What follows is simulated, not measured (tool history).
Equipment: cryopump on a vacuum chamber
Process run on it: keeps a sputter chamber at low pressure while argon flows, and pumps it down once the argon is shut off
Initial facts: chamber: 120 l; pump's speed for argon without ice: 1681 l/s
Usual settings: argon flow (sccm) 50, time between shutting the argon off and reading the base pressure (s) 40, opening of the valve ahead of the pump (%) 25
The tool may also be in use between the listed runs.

run	hour	argon flow (sccm)	time between shutting the argon off and reading the base pressure (s)	opening of the valve ahead of the pump (%)	pressure while argon flows (Pa)	pressure after the wait (uPa)
1	0	50	40	25	0.2028	4.07
2	11.1	50	40	25	0.2046	4.07
3	28.4	50	40	25	0.2041	4.08
4	53.1	50	40	25	0.205	4.12
5	66.9	50	40	25	0.2055	4.18
6	89.5	50	40	25	0.2061	4.17
7	100.8	50	40	25	0.2049	4.22
8	121.5	50	40	25	0.2046	4.2
9	133.7	50	40	25	0.2059	4.24
10	150.6	21	40	25	0.0865	4.17
11	161.3	21	40	25	0.0872	4.19
12	181.3	21	40	25	0.0866	4.29
13	191.6	50	206	25	0.2079	2.83
14	209	50	206	25	0.2081	2.89
15	227.6	50	206	25	0.2077	2.85
16	249.4	50	206	25	0.2074	2.88
17	264.1	50	206	25	0.2096	2.95
18	274.8	50	206	25	0.208	3.01
19	289.2	50	206	25	0.2098	2.83
20	303.8	50	24	25	0.2079	5.66
21	319.2	50	58	19	0.2742	3.91
22	331.1	50	58	19	0.2723	3.85
23	345.1	50	58	19	0.2729	3.99
24	359.4	84	97	16	0.5462	3.49
25	372.5	86	40	19	0.4681	4.47
26	396.1	73	45	21	0.364	4.32
27	420.1	63	56	31	0.2166	4.1
28	435.4	84	190	32	0.2796	3.16
29	456.1	94	40	25	0.3968	4.72
30	478.2	44	168	15	0.3067	3.32
31	501.4	31	226	25	0.1314	3.24
32	525	31	226	25	0.1325	3.33
33	544.1	50	36	25	0.2149	5.02
34	555.3	20	21	25	0.0849	6.65
35	577	20	21	25	0.0859	6.68

Some steps in pressure while argon flows (Pa), run to run, broken into two amounts with sign: the step expected even without the hidden condition (settings, incoming material, random variation), and the rest, left for the hidden condition together with whatever gauge scatter is not in both the measured and the hidden-condition-free result:
Hidden state at play: pump's speed, % of a pump's without ice; cold plate's temperature, K; leak into the chamber, uPa l/s; drift of the gauge itself on working_pa, %; drift of the gauge itself on base_upa, %.
Run 23 -> 24: argon flow (sccm) 50 -> 84, time between shutting the argon off and reading the base pressure (s) 58 -> 97, opening of the valve ahead of the pump (%) 19 -> 16. pressure while argon flows (Pa) +0.2733: hidden state +0.0063, all else +0.267.
Run 26 -> 27: argon flow (sccm) 73 -> 63, time between shutting the argon off and reading the base pressure (s) 45 -> 56, opening of the valve ahead of the pump (%) 21 -> 31. pressure while argon flows (Pa) -0.1474: hidden state -0.0014, all else -0.146.
Run 29 -> 30: argon flow (sccm) 94 -> 44, time between shutting the argon off and reading the base pressure (s) 40 -> 168, opening of the valve ahead of the pump (%) 25 -> 15. pressure while argon flows (Pa) -0.0901: hidden state -0.0101, all else -0.08.
Run 30 -> 31: argon flow (sccm) 44 -> 31, time between shutting the argon off and reading the base pressure (s) 168 -> 226, opening of the valve ahead of the pump (%) 15 -> 25. pressure while argon flows (Pa) -0.1753: hidden state -0.0026, all else -0.1727.
Run 33 -> 34: argon flow (sccm) 50 -> 20, time between shutting the argon off and reading the base pressure (s) 36 -> 21. pressure while argon flows (Pa) -0.13: hidden state -0.0074, all else -0.1226.
